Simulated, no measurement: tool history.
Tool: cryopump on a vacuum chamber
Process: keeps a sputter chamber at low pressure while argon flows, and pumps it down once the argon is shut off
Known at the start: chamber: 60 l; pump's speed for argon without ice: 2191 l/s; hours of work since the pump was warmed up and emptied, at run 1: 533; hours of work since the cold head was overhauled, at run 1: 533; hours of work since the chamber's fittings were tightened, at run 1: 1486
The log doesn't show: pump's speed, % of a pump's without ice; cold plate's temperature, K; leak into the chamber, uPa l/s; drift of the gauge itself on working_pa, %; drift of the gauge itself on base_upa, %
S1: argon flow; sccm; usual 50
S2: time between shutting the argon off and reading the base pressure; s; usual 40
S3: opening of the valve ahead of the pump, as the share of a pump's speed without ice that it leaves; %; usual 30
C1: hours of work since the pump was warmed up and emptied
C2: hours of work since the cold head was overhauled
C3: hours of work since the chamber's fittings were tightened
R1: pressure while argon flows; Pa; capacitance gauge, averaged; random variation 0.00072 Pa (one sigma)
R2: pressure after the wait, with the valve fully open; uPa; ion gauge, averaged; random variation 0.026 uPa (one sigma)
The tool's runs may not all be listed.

run	day	S1	S2	S3	C1	C2	C3	R1	R2
1	0.000	50	40	30	533	533	1486	0.1422	1.67
2	1.596	84	40	30	562	562	1515	0.2417	1.58
3	3.838	84	40	30	603	603	1556	0.2452	1.69
# day 4.525: pump warmed up, emptied and cooled again
4	5.683	50	40	30	21	633	1585	0.1293	1.46
5	9.058	50	40	29	82	694	1647	0.1356	1.49
6	10.775	63	26	18	114	725	1678	0.2738	1.97
7	13.212	63	210	17	158	770	1722	0.2912	0.74
8	16.575	63	210	17	219	831	1783	0.2917	0.81
9	18.671	85	210	17	257	869	1821	0.3966	0.84
10	21.608	31	240	17	310	922	1875	0.1454	0.88

3 ways to go on from here, each from the tool as it stands after run 10. What would each give?
A	23.917	86	40	30	352	964	1917	?	?
B	23.917	36	135	17	352	964	1917	?	?
C	23.917	56	62	40	352	964	1917	?	?

run	R1	R2
A	0.2357	1.69
B	0.1702	0.97
C	0.1180	1.36
Without the tool's hidden state the same runs would have given:
run	R1	R2
A	0.2203	1.09
B	0.1637	0.38
C	0.1079	0.77
